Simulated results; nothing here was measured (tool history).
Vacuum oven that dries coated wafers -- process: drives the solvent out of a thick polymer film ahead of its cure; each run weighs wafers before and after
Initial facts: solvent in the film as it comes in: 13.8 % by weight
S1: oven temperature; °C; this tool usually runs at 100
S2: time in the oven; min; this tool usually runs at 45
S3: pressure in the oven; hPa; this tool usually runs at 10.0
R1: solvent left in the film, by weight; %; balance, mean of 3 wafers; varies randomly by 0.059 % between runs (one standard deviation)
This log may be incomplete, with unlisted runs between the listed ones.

run     day   S1  S2    S3    R1
  1   0.000  100  45  10.0  3.02
  2   0.875  100  45  10.0  3.03
  3   1.696  100  38  10.0  3.61
  4   2.267  100  38  10.0  3.61
  5   3.242  100  34  10.0  4.01
  6   4.017  100  45   6.3  2.75
  7   4.442  100  45   6.3  2.86
  8   5.108  100  45  10.0  2.95
  9   6.054  100  45  10.0  2.97
 10   6.983  100  45  10.0  2.93
 11   7.429  100  45  10.0  2.96
 12   7.917  100  45  39.1  4.65
 13   8.817  100  58  39.1  4.02
 14   9.600  102  45  10.0  2.65
 15  10.108  102  45  10.0  2.59
 16  10.904  100  45  10.0  2.98

Predict the results of run 17:
 17  11.604  112  32  15.7   ?

Run 17 gave R1 1.84 %.
With no hidden state in the tool, this same run would have given R1 1.98 %.
